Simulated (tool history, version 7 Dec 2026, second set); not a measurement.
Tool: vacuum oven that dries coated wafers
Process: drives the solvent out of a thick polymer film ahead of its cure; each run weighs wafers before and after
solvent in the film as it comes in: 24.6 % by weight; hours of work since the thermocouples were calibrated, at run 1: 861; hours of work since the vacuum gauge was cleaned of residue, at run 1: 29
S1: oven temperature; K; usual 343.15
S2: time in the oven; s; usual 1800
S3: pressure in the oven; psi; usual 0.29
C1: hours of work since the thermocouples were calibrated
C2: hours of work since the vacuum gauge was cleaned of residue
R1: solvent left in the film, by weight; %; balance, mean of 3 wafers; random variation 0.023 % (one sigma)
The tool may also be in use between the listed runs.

run   hour      S1    S2     S3    C1   C2    R1
  1      0  343.15  1800   0.29   861   29  2.44
  2   11.6  343.15  1800  0.535   870   38  3.45
  3   19.6  343.15  1800  0.535   876   44  3.45
  4     33  343.15  1800   0.29   886   54  2.42
  5   43.6  343.15  2100   0.29   893   62  2.02
  6     50  343.15  2100   0.29   898   66  1.99
  7   62.4  343.15  1800   0.29   907   76  2.41
  8   69.2  339.15  1800   0.29   912   81  3.36
  9   77.7  339.15  1800   0.29   919   87  3.36
 10   86.5  339.15  1800   0.29   925   94  3.41
 11  100.3  339.15  1800   0.29   936  104  3.37
 12    107  339.15  1800   0.29   941  109  3.34
 13  121.5  343.15  1800   0.29   951  120  2.41
 14  135.6  343.15  1800   0.29   962  130  2.46
 15  142.7  343.15  1800   0.29   967  135  2.44
 16  151.2  343.15  1380  0.377   973  142  3.79
 17  164.9  343.15  1380  0.377   984  152   3.8
 18  177.9  346.15  1380   0.18   993  162  2.32
       180  -- vacuum gauge cleaned of residue and calibrated
 19    188  346.15  1380   0.18  1000    6  2.35
 20  201.9  346.15  1380  0.363  1010   16  2.96
 21  212.9  356.15  1800   0.29  1018   24  0.89
     216.7  -- vacuum gauge cleaned of residue and calibrated, once more
 22  226.1  356.15  1800   0.29  1027    7  0.87
 23  237.9  356.15  1800  0.767  1036   16  2.09
     247.3  -- oven's thermocouples calibrated
 24  251.5  343.15  1800  0.186     3   24  2.16
 25  261.5  337.15  1020  0.431    11   32  8.26
 26  270.3  351.15  2520  0.512    17   38  1.74
 27    284  344.15   960  0.666    27   49  6.82
 28  291.1  352.15  1740  0.474    33   54  1.84
 29  299.9  353.15  1860  0.278    39   60  1.05

Hidden state at the last listed run before each entry between runs and at the first one after, where it differs:
Between runs 18 and 19: vacuum gauge cleaned of residue and calibrated (hour 180)
  true wafer temperature over the reading, C: 0.6 -> 0.61; true pressure over the reading, kPa: 0.036 -> 0.061
  measured less the result without the state, R1: -0.11 -> -0.1 %
Between runs 21 and 22: vacuum gauge cleaned of residue and calibrated, once more (hour 216.7)
  true pressure over the reading, kPa: 0.065 -> 0.002
  measured less the result without the state, R1: -0.01 -> -0.04 %
Between runs 23 and 24: oven's thermocouples calibrated (hour 247.3)
  true wafer temperature over the reading, C: 0.64 -> -0.22; true pressure over the reading, kPa: 0.004 -> 0.007
  measured less the result without the state, R1: -0.07 -> +0.05 %
